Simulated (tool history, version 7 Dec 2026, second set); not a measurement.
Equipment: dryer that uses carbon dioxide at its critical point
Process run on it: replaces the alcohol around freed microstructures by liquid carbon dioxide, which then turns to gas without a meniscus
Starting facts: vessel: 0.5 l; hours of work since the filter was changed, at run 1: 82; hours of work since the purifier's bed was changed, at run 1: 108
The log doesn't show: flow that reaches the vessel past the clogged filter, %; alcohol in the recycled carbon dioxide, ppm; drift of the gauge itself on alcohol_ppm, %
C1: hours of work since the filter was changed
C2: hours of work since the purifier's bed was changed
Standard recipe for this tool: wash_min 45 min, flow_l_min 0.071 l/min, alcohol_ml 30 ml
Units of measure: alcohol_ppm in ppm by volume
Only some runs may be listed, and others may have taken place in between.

Run 1, hour 0: usual settings; C1 82; C2 108. Result: alcohol_ppm 755 ppm by volume.
Run 2, hour 10.9: usual settings but flow_l_min 0.0505 l/min; C1 87; C2 112. Result: alcohol_ppm 2543 ppm by volume.
Run 3, hour 25.5: usual settings but flow_l_min 0.0543 l/min; C1 93; C2 119. Result: alcohol_ppm 2042 ppm by volume.
Run 4, hour 34.9: usual settings but flow_l_min 0.0543 l/min; C1 97; C2 123. Result: alcohol_ppm 2081 ppm by volume.
Run 5, hour 49.1: usual settings but wash_min 55 min, flow_l_min 0.0543 l/min; C1 103; C2 129. Result: alcohol_ppm 1024 ppm by volume.
Run 6, hour 64.1: usual settings but wash_min 55 min, flow_l_min 0.0543 l/min; C1 109; C2 135. Result: alcohol_ppm 1011 ppm by volume.
Run 7, hour 71.6: usual settings but flow_l_min 0.0554 l/min; C1 112; C2 138. Result: alcohol_ppm 2007 ppm by volume.
Run 8, hour 85.5: usual settings but flow_l_min 0.0554 l/min; C1 118; C2 144. Result: alcohol_ppm 1971 ppm by volume.
Run 9, hour 100.6: usual settings but flow_l_min 0.0554 l/min; C1 125; C2 150. Result: alcohol_ppm 2028 ppm by volume.
Run 10, hour 108: usual settings; C1 128; C2 154. Result: alcohol_ppm 813 ppm by volume.
Run 11, hour 117.7: usual settings but wash_min 61 min; C1 132; C2 158. Result: alcohol_ppm 197 ppm by volume.
Run 12, hour 133.4: usual settings; C1 139; C2 164. Result: alcohol_ppm 819 ppm by volume.
Run 13, hour 144.9: usual settings; C1 144; C2 169. Result: alcohol_ppm 833 ppm by volume.
Run 14, hour 156.3: usual settings; C1 148; C2 174. Result: alcohol_ppm 832 ppm by volume.
Run 15, hour 169.1: usual settings but alcohol_ml 21 ml; C1 154; C2 179. Result: alcohol_ppm 594 ppm by volume.
Run 16, hour 176.6: usual settings but alcohol_ml 21 ml; C1 157; C2 183. Result: alcohol_ppm 593 ppm by volume.
Run 17, hour 187.7: usual settings but alcohol_ml 21 ml; C1 162; C2 187. Result: alcohol_ppm 606 ppm by volume.
Run 18, hour 204.5: usual settings but flow_l_min 0.0805 l/min; C1 169; C2 194. Result: alcohol_ppm 502 ppm by volume.
Run 19, hour 211.3: usual settings but flow_l_min 0.0805 l/min; C1 172; C2 197. Result: alcohol_ppm 488 ppm by volume.
Run 20, hour 224.2: usual settings but flow_l_min 0.1062 l/min; C1 177; C2 203. Result: alcohol_ppm 133 ppm by volume.
Run 21, hour 232.8: usual settings but flow_l_min 0.1062 l/min; C1 181; C2 206. Result: alcohol_ppm 145 ppm by volume.
Run 22, hour 243: usual settings but flow_l_min 0.1062 l/min; C1 185; C2 211. Result: alcohol_ppm 142 ppm by volume.
Run 23, hour 258.6: usual settings; C1 192; C2 217. Result: alcohol_ppm 880 ppm by volume.
Run 24, hour 270.3: usual settings but wash_min 54 min, flow_l_min 0.0813 l/min; C1 197; C2 222. Result: alcohol_ppm 228 ppm by volume.
Run 25, hour 280.1: usual settings but wash_min 54 min, flow_l_min 0.0541 l/min; C1 201; C2 226. Result: alcohol_ppm 1253 ppm by volume.
Run 26, hour 296.6: usual settings but flow_l_min 0.0479 l/min, alcohol_ml 31 ml; C1 208; C2 233. Result: alcohol_ppm 3480 ppm by volume.
Run 27, hour 313.2: usual settings but wash_min 67 min, flow_l_min 0.0479 l/min, alcohol_ml 53 ml; C1 215; C2 240. Result: alcohol_ppm 1517 ppm by volume.
Run 28, hour 321.7: usual settings but wash_min 46 min, flow_l_min 0.0896 l/min, alcohol_ml 85 ml; C1 218; C2 244. Result: alcohol_ppm 784 ppm by volume.
Run 29, hour 332.3: usual settings but flow_l_min 0.0845 l/min, alcohol_ml 50 ml; C1 223; C2 249. Result: alcohol_ppm 715 ppm by volume.
Run 30, hour 347.9: usual settings but wash_min 43 min, flow_l_min 0.0845 l/min, alcohol_ml 50 ml; C1 229; C2 255. Result: alcohol_ppm 863 ppm by volume.
Run 31, hour 355.6: usual settings but flow_l_min 0.0764 l/min, alcohol_ml 52 ml; C1 233; C2 258. Result: alcohol_ppm 1125 ppm by volume.
Run 32, hour 368: usual settings but wash_min 34 min, alcohol_ml 34 ml; C1 238; C2 264. Result: alcohol_ppm 2811 ppm by volume.
At hour 378.8: inlet filter changed.
Run 33, hour 380.6: usual settings but wash_min 48 min, alcohol_ml 38 ml; C1 1; C2 269. Result: alcohol_ppm 645 ppm by volume.
Run 34, hour 393: usual settings but wash_min 46 min, flow_l_min 0.0756 l/min, alcohol_ml 55 ml; C1 6; C2 274. Result: alcohol_ppm 877 ppm by volume.
Run 35, hour 401.5: usual settings but alcohol_ml 49 ml; C1 10; C2 277. Result: alcohol_ppm 1172 ppm by volume.
Run 36, hour 409: usual settings but alcohol_ml 49 ml; C1 13; C2 281. Result: alcohol_ppm 1190 ppm by volume.
Run 37, hour 416.8: usual settings but alcohol_ml 49 ml; C1 16; C2 284. Result: alcohol_ppm 1132 ppm by volume.
Run 38, hour 427.1: usual settings but wash_min 42 min, flow_l_min 0.0731 l/min; C1 20; C2 288. Result: alcohol_ppm 882 ppm by volume.
Run 39, hour 442.7: usual settings but wash_min 28 min, flow_l_min 0.0831 l/min; C1 27; C2 295. Result: alcohol_ppm 2436 ppm by volume.
Run 40, hour 456.5: usual settings but wash_min 28 min, flow_l_min 0.0831 l/min; C1 33; C2 301. Result: alcohol_ppm 2355 ppm by volume.
Run 41, hour 465.8: usual settings but wash_min 64 min, flow_l_min 0.0831 l/min; C1 37; C2 305. Result: alcohol_ppm 93 ppm by volume.
Run 42, hour 473.4: usual settings but wash_min 64 min, flow_l_min 0.0831 l/min; C1 40; C2 308. Result: alcohol_ppm 94 ppm by volume.
Run 43, hour 483.4: usual settings but wash_min 30 min, flow_l_min 0.1013 l/min, alcohol_ml 61 ml; C1 44; C2 312. Result: alcohol_ppm 1871 ppm by volume.
Run 44, hour 493.9: usual settings but wash_min 43 min, flow_l_min 0.0516 l/min, alcohol_ml 90 ml; C1 49; C2 317. Result: alcohol_ppm 8183 ppm by volume.
Run 45, hour 507.7: usual settings but wash_min 43 min, flow_l_min 0.0516 l/min, alcohol_ml 90 ml; C1 55; C2 322. Result: alcohol_ppm 8105 ppm by volume.

Consider 4 possible next runs. They are alternatives, not a sequence: every one starts from the tool as it was left by run 45. What does each give?
Run A, hour 517.6: usual settings but wash_min 54 min; C1 59; C2 327. Result: alcohol_ppm ?.
Run B, hour 517.6: usual settings but wash_min 43 min, flow_l_min 0.0502 l/min, alcohol_ml 90 ml; C1 59; C2 327. Result: alcohol_ppm ?.
Run C, hour 517.6: usual settings but alcohol_ml 40 ml; C1 59; C2 327. Result: alcohol_ppm ?.
Run D, hour 517.6: usual settings but flow_l_min 0.0572 l/min, alcohol_ml 28 ml; C1 59; C2 327. Result: alcohol_ppm ?.

run  alcohol_ppm
  A          355
  B         8878
  C          984
  D         1606
What these runs would have given with no unlogged condition in the tool:
run  alcohol_ppm
  A          273
  B         8383
  C          863
  D         1460
